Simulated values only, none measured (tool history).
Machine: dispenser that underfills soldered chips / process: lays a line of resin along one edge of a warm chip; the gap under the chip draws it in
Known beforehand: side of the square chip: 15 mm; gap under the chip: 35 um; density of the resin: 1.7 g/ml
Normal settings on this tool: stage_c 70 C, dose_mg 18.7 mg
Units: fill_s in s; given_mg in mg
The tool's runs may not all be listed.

Run 1, hour 0.0: usual settings. Result: fill_s 151.4 s, given_mg 18.50 mg.
At hour 3.7: new syringe of resin.
Run 2, hour 10.9: usual settings. Result: fill_s 140.2 s, given_mg 18.47 mg.
At hour 16.1: new syringe of resin.
Run 3, hour 22.5: usual settings. Result: fill_s 137.9 s, given_mg 18.40 mg.
At hour 29.2: new syringe of resin.
Run 4, hour 32.8: usual settings but stage_c 77 C. Result: fill_s 93.4 s, given_mg 18.42 mg.
At hour 40.3: dispensing valve cleaned and set on the balance.
At hour 42.7: new syringe of resin.
Run 5, hour 42.7: usual settings. Result: fill_s 117.3 s, given_mg 18.66 mg.
At hour 54.7: new syringe of resin.
Run 6, hour 58.6: usual settings. Result: fill_s 130.7 s, given_mg 18.65 mg.
At hour 66.7: new syringe of resin.
Run 7, hour 68.0: usual settings. Result: fill_s 118.4 s, given_mg 18.55 mg.
Run 8, hour 76.1: usual settings but stage_c 73 C. Result: fill_s 132.2 s, given_mg 18.53 mg.
At hour 79.2: new syringe of resin.
Run 9, hour 83.6: usual settings. Result: fill_s 131.9 s, given_mg 18.49 mg.
At hour 91.7: new syringe of resin.
Run 10, hour 95.6: usual settings. Result: fill_s 127.5 s, given_mg 18.45 mg.
At hour 104.9: new syringe of resin.
Run 11, hour 106.5: usual settings. Result: fill_s 120.5 s, given_mg 18.45 mg.
Run 12, hour 114.8: usual settings but stage_c 66 C. Result: fill_s 188.1 s, given_mg 18.34 mg.
At hour 116.9: new syringe of resin.
Run 13, hour 125.8: usual settings. Result: fill_s 148.8 s, given_mg 18.40 mg.
At hour 128.7: new syringe of resin.
At hour 140.4: dispensing valve cleaned and set on the balance.
At hour 141.7: new syringe of resin.
Run 14, hour 142.4: usual settings but stage_c 57 C. Result: fill_s 220.4 s, given_mg 18.60 mg.
At hour 154.2: new syringe of resin.
Run 15, hour 154.2: usual settings but stage_c 57 C. Result: fill_s 220.0 s, given_mg 18.61 mg.
At hour 167.0: new syringe of resin.
Run 16, hour 169.3: usual settings but stage_c 57 C. Result: fill_s 229.8 s, given_mg 18.54 mg.
At hour 179.3: new syringe of resin.
Run 17, hour 179.3: usual settings but stage_c 57 C. Result: fill_s 219.7 s, given_mg 18.52 mg.
At hour 191.5: stage's temperature calibrated.
At hour 193.3: new syringe of resin.
Run 18, hour 194.3: usual settings but stage_c 85 C, dose_mg 23.7 mg. Result: fill_s 60.3 s, given_mg 23.36 mg.
Run 19, hour 204.6: usual settings but stage_c 74 C, dose_mg 21.5 mg. Result: fill_s 138.6 s, given_mg 21.15 mg.
At hour 206.2: new syringe of resin.
Run 20, hour 216.1: usual settings but stage_c 74 C, dose_mg 21.5 mg. Result: fill_s 132.8 s, given_mg 21.09 mg.
At hour 218.7: new syringe of resin.
Run 21, hour 226.4: usual settings but stage_c 65 C, dose_mg 16.3 mg. Result: fill_s 203.7 s, given_mg 15.93 mg.
At hour 230.7: new syringe of resin.
Run 22, hour 239.4: usual settings but stage_c 83 C, dose_mg 21.2 mg. Result: fill_s 84.8 s, given_mg 20.69 mg.
At hour 241.3: dispensing valve cleaned and set on the balance.
At hour 243.6: new syringe of resin.
Run 23, hour 251.2: usual settings but stage_c 74 C, dose_mg 19.3 mg. Result: fill_s 125.8 s, given_mg 19.29 mg.
At hour 256.4: new syringe of resin.
Run 24, hour 261.6: usual settings but stage_c 65 C, dose_mg 19.5 mg. Result: fill_s 178.0 s, given_mg 19.45 mg.
At hour 268.8: new syringe of resin.
Run 25, hour 268.8: usual settings but stage_c 63 C. Result: fill_s 170.4 s, given_mg 18.64 mg.
Run 26, hour 276.1: usual settings but stage_c 56 C, dose_mg 22.9 mg. Result: fill_s 293.2 s, given_mg 22.68 mg.
At hour 281.0: new syringe of resin.
Run 27, hour 291.9: usual settings but stage_c 56 C, dose_mg 22.9 mg. Result: fill_s 315.4 s, given_mg 22.65 mg.
At hour 293.3: new syringe of resin.
Run 28, hour 302.5: usual settings but stage_c 56 C, dose_mg 17.5 mg. Result: fill_s 323.4 s, given_mg 17.24 mg.
At hour 305.1: new syringe of resin.
Run 29, hour 314.3: usual settings but stage_c 56 C, dose_mg 17.5 mg. Result: fill_s 324.8 s, given_mg 17.25 mg.
At hour 317.4: new syringe of resin.
At hour 329.8: new syringe of resin.
Run 30, hour 330.4: usual settings but stage_c 62 C, dose_mg 17.1 mg. Result: fill_s 183.3 s, given_mg 16.77 mg.
Run 31, hour 338.6: usual settings but stage_c 63 C, dose_mg 16.2 mg. Result: fill_s 228.9 s, given_mg 15.81 mg.
At hour 340.8: dispensing valve cleaned and set on the balance.
At hour 343.6: new syringe of resin.
Run 32, hour 353.2: usual settings but stage_c 79 C, dose_mg 16.5 mg. Result: fill_s 106.8 s, given_mg 16.51 mg.
At hour 355.6: new syringe of resin.
Run 33, hour 361.0: usual settings but stage_c 72 C, dose_mg 21.7 mg. Result: fill_s 123.5 s, given_mg 21.63 mg.

Consider 4 possible next runs. They are alternatives, not a sequence: every one starts from the tool as it was left by run 33. What does each give?
At hour 368.2: new syringe of resin.
Run A, hour 372.0: usual settings but stage_c 64 C, dose_mg 16.3 mg. Result: fill_s ?, given_mg ?.
At hour 368.2: new syringe of resin.
Run B, hour 372.0: usual settings but stage_c 60 C, dose_mg 23.3 mg. Result: fill_s ?, given_mg ?.
At hour 368.2: new syringe of resin.
Run C, hour 372.0: usual settings but stage_c 72 C, dose_mg 20.2 mg. Result: fill_s ?, given_mg ?.
At hour 368.2: new syringe of resin.
Run D, hour 372.0: usual settings but stage_c 64 C, dose_mg 18.5 mg. Result: fill_s ?, given_mg ?.

run  fill_s  given_mg
  A   182.4     16.25
  B   212.2     23.18
  C   119.1     20.11
  D   179.5     18.40
Without the tool's unlogged condition, the same runs would have read:
run  fill_s  given_mg
  A   165.6     16.31
  B   192.9     23.25
  C   108.2     20.17
  D   163.1     18.46

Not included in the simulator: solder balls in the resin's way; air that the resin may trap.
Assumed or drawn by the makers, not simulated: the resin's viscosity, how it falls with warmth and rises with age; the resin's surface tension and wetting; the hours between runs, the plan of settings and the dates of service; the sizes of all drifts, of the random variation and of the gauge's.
